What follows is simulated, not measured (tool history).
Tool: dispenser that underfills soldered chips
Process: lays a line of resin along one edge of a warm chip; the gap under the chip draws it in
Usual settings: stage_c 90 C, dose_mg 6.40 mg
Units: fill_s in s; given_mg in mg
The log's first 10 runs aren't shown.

run,day,stage_c,dose_mg,hours of work since the syringe was changed,hours of work since the valve was cleaned,hours of work since the stage was calibrated,fill_s,given_mg
# day 5.025: new syringe of resin
11,5.104,90,6.53,1,45,364,14.7,6.29
12,5.571,90,6.53,9,53,372,20.1,6.18
# day 5.658: new syringe of resin
13,6.062,90,6.53,7,61,381,19.7,6.16
# day 6.283: new syringe of resin
14,6.508,90,6.53,4,69,388,16.7,6.11
# day 6.900: new syringe of resin
15,6.946,90,6.53,1,76,395,13.7,6.09
# day 7.308: dispensing valve cleaned and set on the balance
16,7.488,90,6.40,9,3,404,20.1,6.46
# day 7.575: new syringe of resin
17,7.779,90,6.40,4,8,409,15.5,6.34
# day 8.175: new syringe of resin
18,8.212,78,5.98,1,15,416,23.3,5.84
# day 8.454: stage's temperature calibrated
# day 8.829: new syringe of resin
19,8.833,76,7.80,0,25,6,26.5,7.60
20,9.342,76,7.80,9,34,15,39.0,7.65

Run 21 comes next. What will it give?
# day 9.442: new syringe of resin
21,9.783,81,6.77,6,41,23,?,?

fill_s: 28.2 s
given_mg: 6.51 mg
Without the tool's hidden state the same run would have given fill_s 22.0 s, given_mg 6.76 mg.
